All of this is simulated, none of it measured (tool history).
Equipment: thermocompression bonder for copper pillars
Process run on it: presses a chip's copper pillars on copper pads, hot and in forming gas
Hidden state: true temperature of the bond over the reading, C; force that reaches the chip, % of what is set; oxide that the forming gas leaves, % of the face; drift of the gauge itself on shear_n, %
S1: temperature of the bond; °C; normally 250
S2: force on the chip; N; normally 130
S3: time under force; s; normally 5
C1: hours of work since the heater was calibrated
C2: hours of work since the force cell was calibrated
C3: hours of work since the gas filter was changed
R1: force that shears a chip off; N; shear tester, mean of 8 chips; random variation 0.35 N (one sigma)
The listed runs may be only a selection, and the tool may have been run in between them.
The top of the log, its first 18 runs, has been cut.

| run | hour | S1 | S2 | S3 | C1 | C2 | C3 | R1 |
|---|---|---|---|---|---|---|---|---|
| 19 | 582.7 | 250 | 107 | 13 | 973 | 1022 | 38 | 134.3 |
| 20 | 628.1 | 268 | 87 | 12 | 1007 | 1057 | 73 | 140.3 |
| 21 | 673.4 | 225 | 94 | 7 | 1042 | 1091 | 107 | 83.5 |
| 22 | 722 | 225 | 94 | 7 | 1078 | 1128 | 144 | 84 |
| 23 | 766.6 | 225 | 94 | 7 | 1112 | 1161 | 177 | 83.4 |
| 24 | 798.9 | 264 | 104 | 11 | 1137 | 1186 | 202 | 137.8 |
| 25 | 837 | 229 | 105 | 10 | 1166 | 1215 | 231 | 100.7 |
| 26 | 869.8 | 245 | 105 | 10 | 1190 | 1240 | 256 | 118.6 |
|  | 883.6 | forming gas filter changed |
| 27 | 911.3 | 232 | 105 | 10 | 1221 | 1271 | 21 | 109.1 |
| 28 | 954 | 250 | 130 | 8 | 1254 | 1303 | 53 | 129.8 |
| 29 | 977.4 | 254 | 93 | 7 | 1271 | 1321 | 71 | 119.4 |
|  | 983.1 | force cell calibrated |
| 30 | 1023.6 | 254 | 93 | 7 | 1305 | 31 | 105 | 120.2 |
| 31 | 1067.2 | 254 | 93 | 7 | 1338 | 64 | 138 | 119.4 |
| 32 | 1113.2 | 254 | 93 | 7 | 1373 | 99 | 173 | 118.8 |
|  | 1124.8 | heater calibrated with a thermocouple chip |
| 33 | 1152.5 | 254 | 93 | 7 | 21 | 127 | 201 | 112.2 |
| 34 | 1184.4 | 234 | 100 | 14 | 45 | 151 | 225 | 110.1 |
| 35 | 1232.7 | 234 | 82 | 3 | 82 | 187 | 262 | 61.9 |
|  | 1240 | forming gas filter changed |
| 36 | 1271.7 | 261 | 82 | 3 | 111 | 217 | 24 | 94.8 |

Forecast each of these 4 alternatives for the next run:
| A | 1306.9 | 233 | 130 | 5 | 138 | 243 | 51 | ? |
| B | 1306.9 | 240 | 193 | 5 | 138 | 243 | 51 | ? |
| C | 1306.9 | 257 | 143 | 8 | 138 | 243 | 51 | ? |
| D | 1306.9 | 257 | 82 | 14 | 138 | 243 | 51 | ? |

| run | R1 |
|---|---|
| A | 93.5 |
| B | 116.7 |
| C | 134.6 |
| D | 131.5 |
Without the tool's hidden state the same runs would have given:
| run | R1 |
|---|---|
| A | 93.6 |
| B | 117 |
| C | 135.4 |
| D | 132.3 |
